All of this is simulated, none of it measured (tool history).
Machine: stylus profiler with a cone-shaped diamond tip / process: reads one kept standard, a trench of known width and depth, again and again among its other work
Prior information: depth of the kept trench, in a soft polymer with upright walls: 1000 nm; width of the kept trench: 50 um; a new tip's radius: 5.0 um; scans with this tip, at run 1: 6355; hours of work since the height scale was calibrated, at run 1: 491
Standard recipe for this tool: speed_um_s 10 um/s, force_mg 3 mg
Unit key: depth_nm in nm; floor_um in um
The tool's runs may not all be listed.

run,hour,speed_um_s,force_mg,scans with this tip,hours of work since the height scale was calibrated,depth_nm,floor_um
1,0,10,3,6355,491,1015.19,43.29
2,31.4,10,3,6670,516,1014.99,43.27
3,59,5,3,6946,537,1014.97,43.26
4,76.6,15,3,7122,550,1015.37,43.2
5,93,15,3,7287,563,1014.94,43.15
6,116.9,15,3,7527,582,1015.01,43.15
7,145.9,10,3,7817,604,1014.75,43.15
8,176.4,10,3,8122,628,1014.19,43.08
9,207.1,10,3,8431,652,1014.68,43.07
10,240.5,10,8.65,8765,677,1032.5,43.07
11,273.6,3,8.65,9097,703,1032.24,43.12
12,303.7,3,8.65,9398,726,1032.52,43.04
13,326.8,15,7.3,9629,744,1028.46,42.96
14,351.5,15,7.3,9877,763,1028.05,42.95
15,380.4,9,3.94,10167,786,1017.72,42.96
16,406.6,9,3.94,10429,806,1016.92,42.93
17,423.8,38,6.6,10602,819,1026.12,42.84
18,447.7,35,1.43,10841,838,1006.53,42.71
19,475.3,3,1.03,11117,859,1003.98,42.9
20,505.8,2,6.11,11423,883,1024.16,42.93
21,525.5,39,1.9,11621,898,1008.43,42.62
22,555.4,39,1.9,11920,921,1008.37,42.59
23,572.3,4,1.98,12089,934,1008.67,42.76

Alternative continuations, all from the tool just after run 23; predict every row:
A,600.7,25,2.24,12374,956,?,?
B,600.7,31,1.68,12374,956,?,?
C,600.7,5,3,12374,956,?,?
D,600.7,28,2.36,12374,956,?,?

run,depth_nm,floor_um
A,1010.23,42.6
B,1007.3,42.6
C,1012.76,42.77
D,1010.53,42.65
What these runs would have given with no unlogged condition in the tool:
run,depth_nm,floor_um
A,1014.9,43.83
B,1011.96,43.83
C,1017.44,44
D,1015.2,43.88

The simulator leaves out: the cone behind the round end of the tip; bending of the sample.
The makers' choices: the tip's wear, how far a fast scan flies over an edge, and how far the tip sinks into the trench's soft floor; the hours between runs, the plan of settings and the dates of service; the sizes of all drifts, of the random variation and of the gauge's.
